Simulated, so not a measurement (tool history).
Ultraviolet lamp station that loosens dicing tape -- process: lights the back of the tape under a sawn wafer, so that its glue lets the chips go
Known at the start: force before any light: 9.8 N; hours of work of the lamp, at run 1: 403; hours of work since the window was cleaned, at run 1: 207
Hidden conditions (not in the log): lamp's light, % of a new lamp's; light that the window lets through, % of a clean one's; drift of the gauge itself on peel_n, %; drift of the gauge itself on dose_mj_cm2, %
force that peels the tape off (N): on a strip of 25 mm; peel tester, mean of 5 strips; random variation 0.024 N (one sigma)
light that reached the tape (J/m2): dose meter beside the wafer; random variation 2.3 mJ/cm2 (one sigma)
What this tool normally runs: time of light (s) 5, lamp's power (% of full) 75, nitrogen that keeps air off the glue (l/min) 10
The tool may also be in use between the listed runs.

| run | day | time of light (s) | lamp's power (% of full) | nitrogen that keeps air off the glue (l/min) | hours of work of the lamp | hours of work since the window was cleaned | force that peels the tape off (N) | light that reached the tape (J/m2) |
|---|---|---|---|---|---|---|---|---|
| 1 | 0 | 5 | 75 | 10 | 403 | 207 | 1.725 | 1880 |
| 2 | 0.996 | 5 | 87 | 10 | 413 | 217 | 1.26 | 2250 |
| 3 | 1.696 | 5 | 75 | 8 | 420 | 224 | 1.965 | 1930 |
| 4 | 2.95 | 5 | 75 | 10 | 433 | 236 | 1.762 | 1900 |
| 5 | 3.908 | 5 | 75 | 10 | 442 | 246 | 1.861 | 1840 |
| 6 | 4.5 | 5 | 75 | 5 | 448 | 252 | 2.278 | 1860 |
| 7 | 5.442 | 5 | 75 | 5 | 458 | 261 | 2.399 | 1870 |
| 8 | 6.658 | 5 | 75 | 14 | 470 | 273 | 1.655 | 1870 |
| 9 | 8.017 | 5 | 60 | 10 | 483 | 287 | 2.515 | 1460 |
| 10 | 8.638 | 5 | 80 | 10 | 490 | 293 | 1.707 | 1910 |

Run 11 is up next; what results do you expect?
| 11 | 9.292 | 2 | 82 | 4 | 496 | 299 | ? | ? |

{"run 11": {"force that peels the tape off (N)": 5.643, "light that reached the tape (J/m2)": 790}}
Without the tool's hidden state the same run would have given force that peels the tape off (N) 4.77, light that reached the tape (J/m2) 1020.
